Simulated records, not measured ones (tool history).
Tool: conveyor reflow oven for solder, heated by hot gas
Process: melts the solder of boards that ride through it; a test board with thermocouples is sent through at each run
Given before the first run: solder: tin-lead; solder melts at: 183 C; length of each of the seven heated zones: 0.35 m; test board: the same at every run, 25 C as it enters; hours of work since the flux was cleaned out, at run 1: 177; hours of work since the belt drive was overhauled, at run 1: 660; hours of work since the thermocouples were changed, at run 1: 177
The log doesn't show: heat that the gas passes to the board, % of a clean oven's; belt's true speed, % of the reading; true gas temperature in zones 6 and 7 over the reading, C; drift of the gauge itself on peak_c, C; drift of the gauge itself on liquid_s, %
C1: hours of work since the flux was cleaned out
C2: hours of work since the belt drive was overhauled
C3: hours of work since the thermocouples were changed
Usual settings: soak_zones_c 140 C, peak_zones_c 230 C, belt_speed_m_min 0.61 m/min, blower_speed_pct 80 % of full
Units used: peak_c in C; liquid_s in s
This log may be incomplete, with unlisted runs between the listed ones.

{"run": 1, "hour": 0.0, "soak_zones_c": 140, "peak_zones_c": 230, "belt_speed_m_min": 0.61, "blower_speed_pct": 80, "C1": 177, "C2": 660, "C3": 177, "peak_c": 215, "liquid_s": 51.7}
{"run": 2, "hour": 38.7, "soak_zones_c": 140, "peak_zones_c": 230, "belt_speed_m_min": 0.61, "blower_speed_pct": 77, "C1": 206, "C2": 689, "C3": 206, "peak_c": 214.3, "liquid_s": 50.6}
{"run": 3, "hour": 75.9, "soak_zones_c": 140, "peak_zones_c": 230, "belt_speed_m_min": 0.61, "blower_speed_pct": 77, "C1": 234, "C2": 717, "C3": 234, "peak_c": 214, "liquid_s": 50.4}
{"run": 4, "hour": 149.9, "soak_zones_c": 140, "peak_zones_c": 230, "belt_speed_m_min": 0.61, "blower_speed_pct": 55, "C1": 290, "C2": 773, "C3": 290, "peak_c": 206.7, "liquid_s": 41.5}
{"run": 5, "hour": 196.1, "soak_zones_c": 140, "peak_zones_c": 230, "belt_speed_m_min": 0.61, "blower_speed_pct": 55, "C1": 325, "C2": 808, "C3": 325, "peak_c": 206.4, "liquid_s": 41.7}
{"run": 6, "hour": 253.5, "soak_zones_c": 140, "peak_zones_c": 230, "belt_speed_m_min": 0.61, "blower_speed_pct": 55, "C1": 368, "C2": 851, "C3": 368, "peak_c": 205.6, "liquid_s": 41.3}
{"hour": 281.2, "done": "belt drive overhauled, speed set with a stopwatch"}
{"hour": 320.8, "done": "flux residue cleaned out of gas plates and filters"}
{"run": 7, "hour": 335.3, "soak_zones_c": 140, "peak_zones_c": 230, "belt_speed_m_min": 0.61, "blower_speed_pct": 55, "C1": 11, "C2": 37, "C3": 423, "peak_c": 208.3, "liquid_s": 44}
{"run": 8, "hour": 376.6, "soak_zones_c": 140, "peak_zones_c": 230, "belt_speed_m_min": 0.61, "blower_speed_pct": 55, "C1": 42, "C2": 68, "C3": 454, "peak_c": 208.1, "liquid_s": 43.5}
{"run": 9, "hour": 417.0, "soak_zones_c": 140, "peak_zones_c": 230, "belt_speed_m_min": 0.61, "blower_speed_pct": 80, "C1": 73, "C2": 99, "C3": 485, "peak_c": 215.8, "liquid_s": 51.7}
{"run": 10, "hour": 482.6, "soak_zones_c": 140, "peak_zones_c": 230, "belt_speed_m_min": 0.61, "blower_speed_pct": 80, "C1": 122, "C2": 148, "C3": 535, "peak_c": 215.7, "liquid_s": 51.9}
{"run": 11, "hour": 547.2, "soak_zones_c": 140, "peak_zones_c": 230, "belt_speed_m_min": 0.61, "blower_speed_pct": 80, "C1": 171, "C2": 197, "C3": 583, "peak_c": 215.2, "liquid_s": 51.1}
{"run": 12, "hour": 606.1, "soak_zones_c": 140, "peak_zones_c": 230, "belt_speed_m_min": 0.61, "blower_speed_pct": 80, "C1": 216, "C2": 242, "C3": 628, "peak_c": 214.6, "liquid_s": 50.8}
{"run": 13, "hour": 682.0, "soak_zones_c": 140, "peak_zones_c": 230, "belt_speed_m_min": 0.61, "blower_speed_pct": 80, "C1": 273, "C2": 299, "C3": 685, "peak_c": 214.4, "liquid_s": 50.3}
{"run": 14, "hour": 720.5, "soak_zones_c": 140, "peak_zones_c": 230, "belt_speed_m_min": 0.667, "blower_speed_pct": 80, "C1": 302, "C2": 328, "C3": 714, "peak_c": 211.5, "liquid_s": 44}
{"run": 15, "hour": 755.9, "soak_zones_c": 144, "peak_zones_c": 230, "belt_speed_m_min": 0.667, "blower_speed_pct": 80, "C1": 329, "C2": 355, "C3": 741, "peak_c": 211.9, "liquid_s": 45.1}
{"run": 16, "hour": 830.9, "soak_zones_c": 134, "peak_zones_c": 230, "belt_speed_m_min": 0.61, "blower_speed_pct": 80, "C1": 386, "C2": 412, "C3": 798, "peak_c": 212.4, "liquid_s": 47.4}
{"hour": 871.2, "done": "flux residue cleaned out of gas plates and filters"}
{"run": 17, "hour": 890.3, "soak_zones_c": 134, "peak_zones_c": 230, "belt_speed_m_min": 0.598, "blower_speed_pct": 80, "C1": 14, "C2": 453, "C3": 839, "peak_c": 216.6, "liquid_s": 52.1}
{"run": 18, "hour": 929.5, "soak_zones_c": 137, "peak_zones_c": 231, "belt_speed_m_min": 0.61, "blower_speed_pct": 59, "C1": 44, "C2": 482, "C3": 869, "peak_c": 210.7, "liquid_s": 45.3}
{"run": 19, "hour": 1002.6, "soak_zones_c": 143, "peak_zones_c": 224, "belt_speed_m_min": 0.729, "blower_speed_pct": 68, "C1": 99, "C2": 538, "C3": 924, "peak_c": 203.3, "liquid_s": 33}
{"run": 20, "hour": 1057.6, "soak_zones_c": 126, "peak_zones_c": 234, "belt_speed_m_min": 0.627, "blower_speed_pct": 76, "C1": 141, "C2": 579, "C3": 965, "peak_c": 215.4, "liquid_s": 45.8}
{"run": 21, "hour": 1122.4, "soak_zones_c": 135, "peak_zones_c": 240, "belt_speed_m_min": 0.627, "blower_speed_pct": 76, "C1": 190, "C2": 628, "C3": 1014, "peak_c": 221.9, "liquid_s": 52.8}
{"run": 22, "hour": 1185.5, "soak_zones_c": 140, "peak_zones_c": 234, "belt_speed_m_min": 0.61, "blower_speed_pct": 80, "C1": 238, "C2": 676, "C3": 1062, "peak_c": 219.3, "liquid_s": 54.2}
{"run": 23, "hour": 1262.8, "soak_zones_c": 140, "peak_zones_c": 234, "belt_speed_m_min": 0.61, "blower_speed_pct": 80, "C1": 296, "C2": 734, "C3": 1120, "peak_c": 218.9, "liquid_s": 53.7}
{"run": 24, "hour": 1295.2, "soak_zones_c": 140, "peak_zones_c": 222, "belt_speed_m_min": 0.61, "blower_speed_pct": 69, "C1": 320, "C2": 759, "C3": 1145, "peak_c": 205.3, "liquid_s": 42.4}
{"run": 25, "hour": 1358.4, "soak_zones_c": 135, "peak_zones_c": 222, "belt_speed_m_min": 0.61, "blower_speed_pct": 52, "C1": 368, "C2": 807, "C3": 1193, "peak_c": 198.4, "liquid_s": 29.6}
{"run": 26, "hour": 1406.3, "soak_zones_c": 135, "peak_zones_c": 222, "belt_speed_m_min": 0.61, "blower_speed_pct": 52, "C1": 404, "C2": 843, "C3": 1229, "peak_c": 197.4, "liquid_s": 29.7}
{"hour": 1418.1, "done": "flux residue cleaned out of gas plates and filters"}
{"hour": 1450.1, "done": "belt drive overhauled, speed set with a stopwatch"}
{"run": 27, "hour": 1460.1, "soak_zones_c": 140, "peak_zones_c": 230, "belt_speed_m_min": 0.504, "blower_speed_pct": 55, "C1": 29, "C2": 8, "C3": 1263, "peak_c": 215.7, "liquid_s": 61.7}
{"run": 28, "hour": 1505.7, "soak_zones_c": 140, "peak_zones_c": 230, "belt_speed_m_min": 0.504, "blower_speed_pct": 55, "C1": 63, "C2": 42, "C3": 1297, "peak_c": 215.3, "liquid_s": 61.7}
{"hour": 1545.0, "done": "thermocouples of zones 6 and 7 changed"}
{"run": 29, "hour": 1547.5, "soak_zones_c": 140, "peak_zones_c": 230, "belt_speed_m_min": 0.504, "blower_speed_pct": 55, "C1": 93, "C2": 72, "C3": 2, "peak_c": 213.6, "liquid_s": 60.4}

Here are 4 independent what-if runs from the current tool condition. What would each one return?
{"run": "A", "hour": 1626.9, "soak_zones_c": 148, "peak_zones_c": 230, "belt_speed_m_min": 0.502, "blower_speed_pct": 80, "C1": 153, "C2": 132, "C3": 62, "peak_c": "?", "liquid_s": "?"}
{"run": "B", "hour": 1626.9, "soak_zones_c": 148, "peak_zones_c": 230, "belt_speed_m_min": 0.504, "blower_speed_pct": 51, "C1": 153, "C2": 132, "C3": 62, "peak_c": "?", "liquid_s": "?"}
{"run": "C", "hour": 1626.9, "soak_zones_c": 152, "peak_zones_c": 230, "belt_speed_m_min": 0.61, "blower_speed_pct": 80, "C1": 153, "C2": 132, "C3": 62, "peak_c": "?", "liquid_s": "?"}
{"run": "D", "hour": 1626.9, "soak_zones_c": 132, "peak_zones_c": 235, "belt_speed_m_min": 0.622, "blower_speed_pct": 55, "C1": 153, "C2": 132, "C3": 62, "peak_c": "?", "liquid_s": "?"}

run=A peak_c=221.3 liquid_s=71
run=B peak_c=214 liquid_s=63.6
run=C peak_c=217 liquid_s=56.8
run=D peak_c=208.9 liquid_s=40.3
Take away the tool's hidden state, keep each run's random variation, and the runs would have read:
run=A peak_c=222.5 liquid_s=71.9
run=B peak_c=215 liquid_s=64.7
run=C peak_c=218.3 liquid_s=57.8
run=D peak_c=210.4 liquid_s=41.9
